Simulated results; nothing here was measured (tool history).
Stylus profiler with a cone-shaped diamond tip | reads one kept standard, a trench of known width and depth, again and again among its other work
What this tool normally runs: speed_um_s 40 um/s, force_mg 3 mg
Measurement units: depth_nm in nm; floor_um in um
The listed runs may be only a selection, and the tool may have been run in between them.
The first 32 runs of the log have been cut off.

Run 33, day 131.175: usual settings but speed_um_s 85 um/s, force_mg 1.08 mg. Result: depth_nm 505.53 nm, floor_um 24.8 um.
At day 135.362: new tip fitted, height scale calibrated.
Run 34, day 136.804: usual settings but speed_um_s 26 um/s, force_mg 5.02 mg. Result: depth_nm 508.2 nm, floor_um 27.19 um.
Run 35, day 142.708: usual settings but speed_um_s 107 um/s, force_mg 3.91 mg. Result: depth_nm 507.12 nm, floor_um 26.76 um.
Run 36, day 147.112: usual settings but speed_um_s 107 um/s, force_mg 3.91 mg. Result: depth_nm 507.18 nm, floor_um 26.69 um.
Run 37, day 150.242: usual settings but force_mg 5.16 mg. Result: depth_nm 508.98 nm, floor_um 26.96 um.
Run 38, day 155.554: usual settings but speed_um_s 21 um/s, force_mg 5.19 mg. Result: depth_nm 508.98 nm, floor_um 26.91 um.
Run 39, day 159.708: usual settings but speed_um_s 21 um/s, force_mg 5.19 mg. Result: depth_nm 508.92 nm, floor_um 26.85 um.
Run 40, day 164.217: usual settings but speed_um_s 68 um/s, force_mg 3.73 mg. Result: depth_nm 507.32 nm, floor_um 26.55 um.
Run 41, day 167.983: usual settings but speed_um_s 18 um/s, force_mg 2.32 mg. Result: depth_nm 505.45 nm, floor_um 26.72 um.
Run 42, day 170.717: usual settings but speed_um_s 22 um/s, force_mg 1.23 mg. Result: depth_nm 503.97 nm, floor_um 26.52 um.
Run 43, day 173.562: usual settings but force_mg 1.23 mg. Result: depth_nm 504.15 nm, floor_um 26.38 um.
Run 44, day 177.938: usual settings but force_mg 1.49 mg. Result: depth_nm 504.57 nm, floor_um 26.35 um.
Run 45, day 182.688: usual settings but force_mg 1.26 mg. Result: depth_nm 504.13 nm, floor_um 26.21 um.

Branching from run 45: 4 alternative next runs. What would each branch give?
Run A, day 188.329: usual settings but speed_um_s 31 um/s, force_mg 4.52 mg. Result: depth_nm ?, floor_um ?.
Run B, day 188.329: usual settings but speed_um_s 24 um/s, force_mg 1.64 mg. Result: depth_nm ?, floor_um ?.
Run C, day 188.329: usual settings but speed_um_s 19 um/s, force_mg 4.26 mg. Result: depth_nm ?, floor_um ?.
Run D, day 188.329: usual settings but force_mg 8.2 mg. Result: depth_nm ?, floor_um ?.

run  depth_nm  floor_um
  A    509.09     26.36
  B    504.98     26.35
  C    508.42     26.41
  D     512.7     26.39
Stripped of hidden state, with their random variation kept, the same runs would have yielded:
run  depth_nm  floor_um
  A    508.19     27.23
  B    504.09     27.22
  C    507.52     27.28
  D    511.79     27.26
